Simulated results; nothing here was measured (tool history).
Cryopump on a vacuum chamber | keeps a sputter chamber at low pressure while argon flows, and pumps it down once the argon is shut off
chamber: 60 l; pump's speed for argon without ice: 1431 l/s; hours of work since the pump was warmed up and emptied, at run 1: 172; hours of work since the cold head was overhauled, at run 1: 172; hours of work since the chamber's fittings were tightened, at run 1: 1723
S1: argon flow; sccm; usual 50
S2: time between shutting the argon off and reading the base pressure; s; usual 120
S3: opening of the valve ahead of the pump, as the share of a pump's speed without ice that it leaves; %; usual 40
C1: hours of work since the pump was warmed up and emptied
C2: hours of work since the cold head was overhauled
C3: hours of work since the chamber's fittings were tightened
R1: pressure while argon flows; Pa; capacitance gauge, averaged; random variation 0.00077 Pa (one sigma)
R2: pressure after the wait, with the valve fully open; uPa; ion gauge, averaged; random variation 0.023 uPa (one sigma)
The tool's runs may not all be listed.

run	hour	S1	S2	S3	C1	C2	C3	R1	R2
1	0	50	120	40	172	172	1723	0.1505	2.56
2	15.2	50	120	40	185	185	1736	0.1523	2.47
3	25.2	50	120	40	193	193	1744	0.151	2.59
4	38	50	120	40	203	203	1754	0.1516	2.57
5	52.5	50	120	17	215	215	1766	0.3506	2.56
6	69	50	120	40	229	229	1780	0.152	2.63
7	84.1	50	120	40	241	241	1792	0.1506	2.61
8	96.8	24	293	18	252	252	1803	0.1606	2.23
9	114.7	24	293	18	266	266	1817	0.1587	2.36
10	131.6	24	293	18	280	280	1831	0.16	2.48
11	143.7	20	293	58	290	290	1841	0.0431	2.51

Forecast each of these 3 alternatives for the next run:
A	154.1	50	120	24	299	299	1850	?	?
B	154.1	67	32	38	299	299	1850	?	?
C	154.1	62	218	40	299	299	1850	?	?

run	R1	R2
A	0.2511	2.76
B	0.2157	4.07
C	0.1904	2.53
Without the tool's hidden state the same runs would have given:
run	R1	R2
A	0.2453	0.71
B	0.2078	2.02
C	0.1831	0.48

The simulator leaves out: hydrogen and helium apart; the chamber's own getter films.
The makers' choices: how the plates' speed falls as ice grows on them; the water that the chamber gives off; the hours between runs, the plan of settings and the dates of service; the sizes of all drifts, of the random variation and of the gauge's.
